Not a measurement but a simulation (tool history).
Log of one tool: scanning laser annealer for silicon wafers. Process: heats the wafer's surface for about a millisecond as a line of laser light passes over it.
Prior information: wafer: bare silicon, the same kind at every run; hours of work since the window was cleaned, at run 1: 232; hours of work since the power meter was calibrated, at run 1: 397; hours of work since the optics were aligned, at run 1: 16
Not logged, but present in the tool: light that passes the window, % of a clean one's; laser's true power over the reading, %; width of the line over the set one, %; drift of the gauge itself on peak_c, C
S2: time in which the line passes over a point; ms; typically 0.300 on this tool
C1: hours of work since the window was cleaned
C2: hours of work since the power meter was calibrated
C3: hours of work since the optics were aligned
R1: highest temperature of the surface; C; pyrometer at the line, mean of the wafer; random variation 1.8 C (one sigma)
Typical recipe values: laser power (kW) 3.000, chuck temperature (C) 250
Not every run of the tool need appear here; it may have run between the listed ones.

{"run": 1, "hour": 0.0, "laser power (kW)": 3.0, "S2": 0.3, "chuck temperature (C)": 250, "C1": 232, "C2": 397, "C3": 16, "R1": 1058}
{"run": 2, "hour": 17.8, "laser power (kW)": 3.0, "S2": 0.3, "chuck temperature (C)": 250, "C1": 244, "C2": 409, "C3": 28, "R1": 1060}
{"run": 3, "hour": 37.1, "laser power (kW)": 3.0, "S2": 0.3, "chuck temperature (C)": 250, "C1": 257, "C2": 422, "C3": 41, "R1": 1059}
{"run": 4, "hour": 47.0, "laser power (kW)": 3.0, "S2": 0.3, "chuck temperature (C)": 250, "C1": 264, "C2": 429, "C3": 47, "R1": 1059}
{"run": 5, "hour": 65.1, "laser power (kW)": 3.0, "S2": 0.326, "chuck temperature (C)": 250, "C1": 276, "C2": 441, "C3": 59, "R1": 1099}
{"run": 6, "hour": 75.7, "laser power (kW)": 3.0, "S2": 0.326, "chuck temperature (C)": 250, "C1": 283, "C2": 448, "C3": 66, "R1": 1099}
{"run": 7, "hour": 90.8, "laser power (kW)": 3.0, "S2": 0.326, "chuck temperature (C)": 250, "C1": 293, "C2": 458, "C3": 76, "R1": 1099}
{"run": 8, "hour": 106.4, "laser power (kW)": 3.0, "S2": 0.326, "chuck temperature (C)": 250, "C1": 303, "C2": 468, "C3": 87, "R1": 1097}
{"run": 9, "hour": 116.0, "laser power (kW)": 3.0, "S2": 0.3, "chuck temperature (C)": 230, "C1": 309, "C2": 475, "C3": 93, "R1": 1033}
{"run": 10, "hour": 136.2, "laser power (kW)": 3.0, "S2": 0.3, "chuck temperature (C)": 250, "C1": 323, "C2": 488, "C3": 107, "R1": 1057}
{"run": 11, "hour": 158.2, "laser power (kW)": 3.0, "S2": 0.3, "chuck temperature (C)": 250, "C1": 337, "C2": 503, "C3": 121, "R1": 1054}
{"run": 12, "hour": 180.0, "laser power (kW)": 3.0, "S2": 0.3, "chuck temperature (C)": 250, "C1": 352, "C2": 517, "C3": 136, "R1": 1057}
{"run": 13, "hour": 191.7, "laser power (kW)": 3.0, "S2": 0.3, "chuck temperature (C)": 250, "C1": 360, "C2": 525, "C3": 143, "R1": 1053}
{"run": 14, "hour": 206.8, "laser power (kW)": 3.0, "S2": 0.3, "chuck temperature (C)": 250, "C1": 370, "C2": 535, "C3": 154, "R1": 1056}
{"run": 15, "hour": 221.0, "laser power (kW)": 3.0, "S2": 0.3, "chuck temperature (C)": 230, "C1": 379, "C2": 544, "C3": 163, "R1": 1038}
{"run": 16, "hour": 240.1, "laser power (kW)": 3.0, "S2": 0.3, "chuck temperature (C)": 234, "C1": 392, "C2": 557, "C3": 176, "R1": 1042}
{"run": 17, "hour": 259.6, "laser power (kW)": 3.0, "S2": 0.3, "chuck temperature (C)": 234, "C1": 405, "C2": 570, "C3": 189, "R1": 1037}
{"run": 18, "hour": 276.7, "laser power (kW)": 3.0, "S2": 0.3, "chuck temperature (C)": 234, "C1": 416, "C2": 581, "C3": 200, "R1": 1039}
{"hour": 280.1, "done": "window over the wafer cleaned"}
{"run": 19, "hour": 300.3, "laser power (kW)": 3.0, "S2": 0.373, "chuck temperature (C)": 234, "C1": 13, "C2": 596, "C3": 214, "R1": 1143}
{"run": 20, "hour": 318.0, "laser power (kW)": 3.0, "S2": 0.373, "chuck temperature (C)": 234, "C1": 25, "C2": 607, "C3": 226, "R1": 1143}
{"run": 21, "hour": 338.9, "laser power (kW)": 3.0, "S2": 0.3, "chuck temperature (C)": 250, "C1": 39, "C2": 621, "C3": 240, "R1": 1050}
{"run": 22, "hour": 354.6, "laser power (kW)": 2.708, "S2": 0.256, "chuck temperature (C)": 232, "C1": 50, "C2": 632, "C3": 250, "R1": 893}
{"run": 23, "hour": 375.3, "laser power (kW)": 2.708, "S2": 0.21, "chuck temperature (C)": 232, "C1": 63, "C2": 646, "C3": 264, "R1": 822}
{"hour": 388.6, "done": "window over the wafer cleaned, once more"}
{"run": 24, "hour": 399.2, "laser power (kW)": 2.708, "S2": 0.21, "chuck temperature (C)": 232, "C1": 7, "C2": 660, "C3": 279, "R1": 834}
{"run": 25, "hour": 417.6, "laser power (kW)": 2.976, "S2": 0.258, "chuck temperature (C)": 224, "C1": 19, "C2": 672, "C3": 291, "R1": 973}
{"run": 26, "hour": 438.3, "laser power (kW)": 3.005, "S2": 0.3, "chuck temperature (C)": 250, "C1": 33, "C2": 686, "C3": 305, "R1": 1068}
{"run": 27, "hour": 450.2, "laser power (kW)": 2.868, "S2": 0.231, "chuck temperature (C)": 282, "C1": 41, "C2": 694, "C3": 313, "R1": 956}
{"run": 28, "hour": 464.7, "laser power (kW)": 2.868, "S2": 0.231, "chuck temperature (C)": 282, "C1": 51, "C2": 704, "C3": 322, "R1": 953}
{"run": 29, "hour": 478.6, "laser power (kW)": 2.868, "S2": 0.231, "chuck temperature (C)": 282, "C1": 60, "C2": 713, "C3": 332, "R1": 954}
{"run": 30, "hour": 488.3, "laser power (kW)": 2.627, "S2": 0.282, "chuck temperature (C)": 211, "C1": 66, "C2": 719, "C3": 338, "R1": 904}
{"run": 31, "hour": 498.8, "laser power (kW)": 2.627, "S2": 0.331, "chuck temperature (C)": 273, "C1": 73, "C2": 726, "C3": 345, "R1": 1033}
{"run": 32, "hour": 515.7, "laser power (kW)": 2.627, "S2": 0.331, "chuck temperature (C)": 273, "C1": 84, "C2": 737, "C3": 356, "R1": 1030}
{"run": 33, "hour": 524.8, "laser power (kW)": 3.183, "S2": 0.349, "chuck temperature (C)": 264, "C1": 91, "C2": 744, "C3": 362, "R1": 1206}
{"run": 34, "hour": 535.2, "laser power (kW)": 2.828, "S2": 0.324, "chuck temperature (C)": 264, "C1": 97, "C2": 750, "C3": 369, "R1": 1065}
{"run": 35, "hour": 553.2, "laser power (kW)": 2.729, "S2": 0.268, "chuck temperature (C)": 264, "C1": 109, "C2": 762, "C3": 381, "R1": 959}
{"run": 36, "hour": 569.9, "laser power (kW)": 2.729, "S2": 0.375, "chuck temperature (C)": 254, "C1": 121, "C2": 774, "C3": 392, "R1": 1100}
{"run": 37, "hour": 584.6, "laser power (kW)": 3.057, "S2": 0.327, "chuck temperature (C)": 254, "C1": 130, "C2": 783, "C3": 402, "R1": 1125}
{"run": 38, "hour": 593.6, "laser power (kW)": 2.777, "S2": 0.271, "chuck temperature (C)": 214, "C1": 136, "C2": 789, "C3": 408, "R1": 925}
{"run": 39, "hour": 606.8, "laser power (kW)": 3.288, "S2": 0.3, "chuck temperature (C)": 250, "C1": 145, "C2": 798, "C3": 417, "R1": 1138}
{"run": 40, "hour": 616.2, "laser power (kW)": 3.0, "S2": 0.379, "chuck temperature (C)": 212, "C1": 151, "C2": 804, "C3": 423, "R1": 1137}
{"run": 41, "hour": 630.1, "laser power (kW)": 3.255, "S2": 0.353, "chuck temperature (C)": 262, "C1": 161, "C2": 814, "C3": 432, "R1": 1222}

Hidden condition of the tool, last listed run before each entry between runs versus first listed run after:
From run 18 to run 19: window over the wafer cleaned (hour 280.1)
  light that passes the window, % of a clean one's: 97.84 -> 97.56; width of the line over the set one, %: 0.37 -> 0.4
  measured value less the no-hidden-state value, R1: -20 -> -25 C
From run 23 to run 24: window over the wafer cleaned, once more (hour 388.6)
  light that passes the window, % of a clean one's: 97.38 -> 99.66; laser's true power over the reading, %: -0.13 -> -0.12; width of the line over the set one, %: 0.49 -> 0.52
  measured value less the no-hidden-state value, R1: -17 -> -4 C

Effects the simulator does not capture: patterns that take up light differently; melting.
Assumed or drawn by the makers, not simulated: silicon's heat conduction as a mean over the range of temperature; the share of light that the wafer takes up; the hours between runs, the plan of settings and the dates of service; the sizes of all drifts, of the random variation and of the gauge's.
